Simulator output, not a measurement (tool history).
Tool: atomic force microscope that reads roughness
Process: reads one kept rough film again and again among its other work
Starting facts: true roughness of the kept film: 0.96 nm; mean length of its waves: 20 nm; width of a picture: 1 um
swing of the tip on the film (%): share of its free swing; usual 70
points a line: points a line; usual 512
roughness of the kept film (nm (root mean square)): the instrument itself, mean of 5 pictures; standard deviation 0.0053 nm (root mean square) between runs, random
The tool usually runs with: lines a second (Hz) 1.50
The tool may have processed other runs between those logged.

run,hour,lines a second (Hz),swing of the tip on the film (%),points a line,roughness of the kept film (nm (root mean square))
1,0.0,1.50,70,512,0.887
2,15.4,1.50,70,512,0.876
3,25.4,1.50,70,512,0.891
4,39.7,1.50,70,512,0.882
5,50.3,1.50,70,512,0.872
# hour 51.7: new tip fitted
6,62.0,1.50,70,512,0.889
7,70.5,1.50,70,512,0.880
8,83.1,1.50,70,512,0.889
9,92.2,1.50,70,512,0.880
10,101.2,2.01,79,647,0.864
# hour 103.1: new tip fitted
11,115.6,2.01,79,647,0.854
12,122.3,2.01,61,647,0.890
13,136.5,2.01,61,647,0.899
14,143.3,2.01,61,647,0.889
# hour 154.2: new tip fitted
15,154.8,1.50,70,512,0.891
16,166.3,1.50,62,349,0.885
17,174.8,2.27,79,344,0.846
18,187.2,2.27,79,344,0.850

Below are 3 alternative next runs, each starting from the tool's condition after run 18. Predict each:
A,197.2,2.27,83,344,?
B,197.2,0.61,70,512,?
C,197.2,2.50,70,818,?

run,roughness of the kept film (nm (root mean square))
A,0.829
B,0.894
C,0.864
Take away the tool's hidden state, keep each run's random variation, and the runs would have read:
run,roughness of the kept film (nm (root mean square))
A,0.832
B,0.898
C,0.868

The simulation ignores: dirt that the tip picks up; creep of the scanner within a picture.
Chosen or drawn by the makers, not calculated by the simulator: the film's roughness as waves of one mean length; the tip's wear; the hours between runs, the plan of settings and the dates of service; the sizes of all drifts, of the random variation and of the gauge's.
